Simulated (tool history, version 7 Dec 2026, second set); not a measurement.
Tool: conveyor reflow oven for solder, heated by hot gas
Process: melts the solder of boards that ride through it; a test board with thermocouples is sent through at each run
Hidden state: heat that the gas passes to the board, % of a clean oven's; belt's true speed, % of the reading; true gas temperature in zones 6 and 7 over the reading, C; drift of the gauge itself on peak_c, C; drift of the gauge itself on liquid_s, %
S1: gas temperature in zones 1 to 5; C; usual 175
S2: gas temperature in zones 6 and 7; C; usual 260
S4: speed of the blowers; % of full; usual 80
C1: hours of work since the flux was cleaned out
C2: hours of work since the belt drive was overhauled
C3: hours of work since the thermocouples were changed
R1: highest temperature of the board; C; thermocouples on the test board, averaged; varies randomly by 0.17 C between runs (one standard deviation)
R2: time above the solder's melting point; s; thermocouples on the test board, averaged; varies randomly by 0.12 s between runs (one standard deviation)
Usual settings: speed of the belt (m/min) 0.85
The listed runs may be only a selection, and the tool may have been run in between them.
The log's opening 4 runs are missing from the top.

{"run": 5, "hour": 40.3, "S1": 175, "S2": 260, "speed of the belt (m/min)": 0.85, "S4": 80, "C1": 208, "C2": 612, "C3": 208, "R1": 244.7, "R2": 33.9}
{"run": 6, "hour": 47.4, "S1": 175, "S2": 272, "speed of the belt (m/min)": 0.85, "S4": 80, "C1": 211, "C2": 616, "C3": 211, "R1": 255.1, "R2": 39}
{"run": 7, "hour": 53.0, "S1": 175, "S2": 260, "speed of the belt (m/min)": 0.85, "S4": 80, "C1": 214, "C2": 619, "C3": 214, "R1": 244.9, "R2": 34}
{"run": 8, "hour": 59.1, "S1": 186, "S2": 260, "speed of the belt (m/min)": 0.85, "S4": 80, "C1": 218, "C2": 622, "C3": 218, "R1": 246.9, "R2": 37.9}
{"run": 9, "hour": 71.4, "S1": 186, "S2": 260, "speed of the belt (m/min)": 0.85, "S4": 80, "C1": 224, "C2": 629, "C3": 224, "R1": 247, "R2": 38}
{"run": 10, "hour": 82.0, "S1": 175, "S2": 260, "speed of the belt (m/min)": 0.85, "S4": 80, "C1": 230, "C2": 635, "C3": 230, "R1": 244.9, "R2": 33.7}
{"run": 11, "hour": 88.0, "S1": 175, "S2": 260, "speed of the belt (m/min)": 0.85, "S4": 80, "C1": 233, "C2": 638, "C3": 233, "R1": 244.3, "R2": 33.7}
{"run": 12, "hour": 94.7, "S1": 172, "S2": 260, "speed of the belt (m/min)": 0.85, "S4": 80, "C1": 236, "C2": 641, "C3": 236, "R1": 244.2, "R2": 32.7}
{"hour": 112.0, "done": "flux residue cleaned out of gas plates and filters"}
{"run": 13, "hour": 113.0, "S1": 172, "S2": 260, "speed of the belt (m/min)": 0.85, "S4": 80, "C1": 1, "C2": 648, "C3": 244, "R1": 246, "R2": 34.3}
{"run": 14, "hour": 119.3, "S1": 175, "S2": 264, "speed of the belt (m/min)": 0.85, "S4": 80, "C1": 4, "C2": 652, "C3": 247, "R1": 250, "R2": 36.8}
{"run": 15, "hour": 129.2, "S1": 175, "S2": 264, "speed of the belt (m/min)": 0.85, "S4": 80, "C1": 9, "C2": 657, "C3": 252, "R1": 250.3, "R2": 37}
{"run": 16, "hour": 141.0, "S1": 170, "S2": 264, "speed of the belt (m/min)": 0.85, "S4": 80, "C1": 15, "C2": 663, "C3": 258, "R1": 249.1, "R2": 35.3}
{"run": 17, "hour": 148.9, "S1": 175, "S2": 260, "speed of the belt (m/min)": 0.85, "S4": 68, "C1": 20, "C2": 667, "C3": 263, "R1": 243, "R2": 32.7}
{"run": 18, "hour": 155.7, "S1": 175, "S2": 260, "speed of the belt (m/min)": 0.85, "S4": 68, "C1": 23, "C2": 671, "C3": 266, "R1": 243.2, "R2": 32.5}
{"run": 19, "hour": 168.8, "S1": 188, "S2": 254, "speed of the belt (m/min)": 0.764, "S4": 51, "C1": 30, "C2": 678, "C3": 273, "R1": 238.5, "R2": 35.9}
{"run": 20, "hour": 175.2, "S1": 188, "S2": 254, "speed of the belt (m/min)": 0.764, "S4": 51, "C1": 34, "C2": 681, "C3": 277, "R1": 238.5, "R2": 35.8}
{"run": 21, "hour": 181.0, "S1": 188, "S2": 254, "speed of the belt (m/min)": 0.764, "S4": 51, "C1": 37, "C2": 684, "C3": 280, "R1": 238, "R2": 35.7}
{"run": 22, "hour": 186.9, "S1": 188, "S2": 254, "speed of the belt (m/min)": 0.764, "S4": 51, "C1": 40, "C2": 688, "C3": 283, "R1": 238, "R2": 35.7}
{"run": 23, "hour": 199.3, "S1": 188, "S2": 269, "speed of the belt (m/min)": 0.751, "S4": 84, "C1": 46, "C2": 694, "C3": 289, "R1": 260.1, "R2": 51.2}
{"run": 24, "hour": 211.3, "S1": 170, "S2": 250, "speed of the belt (m/min)": 0.751, "S4": 87, "C1": 53, "C2": 700, "C3": 296, "R1": 241.5, "R2": 37.2}
{"run": 25, "hour": 220.7, "S1": 170, "S2": 272, "speed of the belt (m/min)": 0.751, "S4": 87, "C1": 58, "C2": 705, "C3": 301, "R1": 261.5, "R2": 46.8}
{"run": 26, "hour": 228.1, "S1": 175, "S2": 260, "speed of the belt (m/min)": 0.85, "S4": 76, "C1": 62, "C2": 709, "C3": 305, "R1": 245.6, "R2": 34.3}

The next listed run, before its measurement:
{"run": 27, "hour": 239.5, "S1": 181, "S2": 260, "speed of the belt (m/min)": 0.85, "S4": 76, "C1": 68, "C2": 715, "C3": 311, "R1": "?", "R2": "?"}

R1: 246.8 C
R2: 36.5 s
The same run, on a tool lacking any hidden state, would have yielded R1 246.2 C, R2 35.3 s.
